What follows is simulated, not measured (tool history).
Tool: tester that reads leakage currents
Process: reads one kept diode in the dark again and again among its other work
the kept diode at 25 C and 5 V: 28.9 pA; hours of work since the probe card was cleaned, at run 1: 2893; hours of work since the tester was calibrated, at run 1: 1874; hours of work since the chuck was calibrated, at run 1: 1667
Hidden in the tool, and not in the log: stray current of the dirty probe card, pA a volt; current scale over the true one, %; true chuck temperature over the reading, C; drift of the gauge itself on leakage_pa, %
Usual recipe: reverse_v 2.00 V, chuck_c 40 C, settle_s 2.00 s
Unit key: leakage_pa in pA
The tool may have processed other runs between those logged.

run	hour	reverse_v	chuck_c	settle_s	hours of work since the probe card was cleaned	hours of work since the tester was calibrated	hours of work since the chuck was calibrated	leakage_pa
1	0.0	2.00	40	2.00	2893	1874	1667	54.01
2	136.9	2.00	40	0.66	2990	1971	1763	54.13
3	232.3	2.00	40	0.66	3057	2038	1831	53.94
4	359.3	2.00	35	2.00	3147	2128	1920	38.34
5	503.9	2.00	35	2.00	3249	2230	2022	38.31
6	608.3	2.00	35	2.00	3322	2303	2096	38.05
7	749.5	2.00	40	0.40	3422	2403	2196	53.80
# hour 948.7: probe card cleaned and baked
8	952.4	2.00	40	0.40	3	2544	2337	49.22
# hour 992.2: chuck's temperature calibrated
9	1093.6	2.00	40	0.40	101	2642	72	52.89
10	1282.5	2.62	40	0.40	234	2776	205	61.49
11	1492.7	2.62	40	0.40	383	2924	353	61.74
12	1672.7	2.62	40	0.40	510	3051	480	61.28
13	1837.3	2.62	40	0.40	626	3167	597	61.27
14	2051.1	2.00	40	6.69	777	3318	747	51.74
15	2207.7	2.00	40	2.00	887	3429	858	51.31
16	2318.5	2.00	40	2.00	965	3507	936	51.40
17	2449.7	2.81	40	2.00	1058	3600	1029	62.43
18	2556.8	2.00	40	7.00	1134	3675	1104	51.34
19	2715.3	13.11	40	0.54	1246	3787	1216	157.45
20	2880.1	2.81	40	4.37	1362	3903	1333	62.23
21	3005.1	7.11	36	2.00	1450	3992	1421	82.22
22	3195.0	7.11	36	2.00	1584	4126	1555	82.16
23	3381.2	7.11	54	2.49	1716	4257	1686	275.14
24	3589.0	7.11	54	2.49	1862	4404	1833	274.57
25	3800.1	7.11	54	2.49	2011	4553	1982	271.69
# hour 3950.1: tester calibrated
26	4019.9	1.59	52	9.86	2165	49	2136	100.43
27	4143.2	1.59	52	9.86	2252	136	2223	100.73
# hour 4346.2: chuck's temperature calibrated
28	4346.2	15.98	28	0.43	2394	278	0	98.13
29	4465.3	15.98	28	0.43	2478	362	84	99.63
30	4665.1	15.98	28	5.49	2619	503	225	96.86
31	4857.0	15.98	37	5.49	2755	639	361	166.98
32	4954.2	5.22	30	7.42	2823	707	429	51.88
33	5119.0	2.85	30	7.42	2939	824	546	35.08
34	5234.0	13.26	37	2.00	3021	905	627	148.47
35	5426.4	3.11	37	2.00	3156	1041	763	59.08

Hidden state at the last listed run before each entry between runs and at the first one after, where it differs:
Run 7 -> run 8: probe card cleaned and baked (hour 948.7)
  stray current of the dirty probe card, pA a volt: 2.162 -> 0.026; current scale over the true one, %: -0.79 -> -0.84; true chuck temperature over the reading, C: -1.2 -> -1.3
  measured value less the no-hidden-state value, leakage_pa: -0.68 -> -5.32 pA
Run 8 -> run 9: chuck's temperature calibrated (hour 992.2)
  stray current of the dirty probe card, pA a volt: 0.026 -> 0.093; current scale over the true one, %: -0.84 -> -0.87; true chuck temperature over the reading, C: -1.3 -> -0.29
  measured value less the no-hidden-state value, leakage_pa: -5.32 -> -1.46 pA
Run 25 -> run 26: tester calibrated (hour 3950.1)
  stray current of the dirty probe card, pA a volt: 1.329 -> 1.421; current scale over the true one, %: -1.52 -> 0.12; true chuck temperature over the reading, C: -1.54 -> -1.63
  measured value less the no-hidden-state value, leakage_pa: -23.90 -> -9.19 pA
Run 27 -> run 28: chuck's temperature calibrated (hour 4346.2)
  stray current of the dirty probe card, pA a volt: 1.475 -> 1.568; current scale over the true one, %: 0.1 -> 0.05; true chuck temperature over the reading, C: -1.69 -> -0.23
  measured value less the no-hidden-state value, leakage_pa: -9.58 -> +23.34 pA

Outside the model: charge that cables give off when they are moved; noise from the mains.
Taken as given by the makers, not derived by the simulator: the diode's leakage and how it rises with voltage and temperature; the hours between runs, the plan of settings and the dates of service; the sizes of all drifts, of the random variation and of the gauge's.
